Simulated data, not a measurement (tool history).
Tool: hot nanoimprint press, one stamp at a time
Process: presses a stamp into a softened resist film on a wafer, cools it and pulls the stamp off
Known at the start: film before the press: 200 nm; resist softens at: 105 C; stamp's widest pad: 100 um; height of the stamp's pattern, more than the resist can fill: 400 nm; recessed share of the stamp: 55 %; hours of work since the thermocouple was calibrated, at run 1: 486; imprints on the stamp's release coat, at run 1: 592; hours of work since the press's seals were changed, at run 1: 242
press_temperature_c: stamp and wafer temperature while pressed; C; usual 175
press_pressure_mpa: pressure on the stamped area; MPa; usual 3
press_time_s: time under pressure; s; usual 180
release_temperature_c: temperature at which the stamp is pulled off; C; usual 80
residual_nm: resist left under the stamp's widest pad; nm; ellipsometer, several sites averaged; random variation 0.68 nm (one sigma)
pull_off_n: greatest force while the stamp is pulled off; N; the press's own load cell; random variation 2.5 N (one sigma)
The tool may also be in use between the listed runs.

run	hour	press_temperature_c	press_pressure_mpa	press_time_s	release_temperature_c	hours of work since the thermocouple was calibrated	imprints on the stamp's release coat	hours of work since the press's seals were changed	residual_nm	pull_off_n
1	0	175	3	180	80	486	592	242	71.3	239
2	29.7	175	3	180	80	509	719	264	70.8	239
# hour 35.3: plate thermocouple calibrated
3	63.8	175	3	180	80	21	852	288	67.2	236
4	90.7	170	3	180	80	41	967	308	87	240
# hour 108.6: plate thermocouple calibrated, once more
# hour 124: stamp cleaned and given a new release coat
5	126.8	175	3	180	80	9	12	328	77.4	229
6	146.6	175	3	180	72	24	96	342	77.6	253
7	165.2	168	3	180	80	38	176	356	108.6	232
8	188.3	168	3	180	80	55	275	374	108.8	232
9	201.5	175	3	180	80	65	331	383	77.4	239
10	229.8	175	3	180	80	86	452	404	76.5	241
11	259.5	175	2.09	274	80	108	579	426	80.1	236
12	290.8	183	1.91	255	80	131	713	450	57.1	237
13	313	176	2.24	333	83	148	807	466	66.5	233
14	330.4	165	3	180	85	161	882	479	124.8	230
15	353.9	178	3	331	75	178	982	497	51.3	261

The next listed run, before its measurement:
16	369.6	178	2.29	331	78	190	1049	508	?	?

Run 16 gave residual_nm 58.6 nm, pull_off_n 257 N.
Without the tool's hidden state the same run would have given residual_nm 60.9 nm, pull_off_n 236 N.

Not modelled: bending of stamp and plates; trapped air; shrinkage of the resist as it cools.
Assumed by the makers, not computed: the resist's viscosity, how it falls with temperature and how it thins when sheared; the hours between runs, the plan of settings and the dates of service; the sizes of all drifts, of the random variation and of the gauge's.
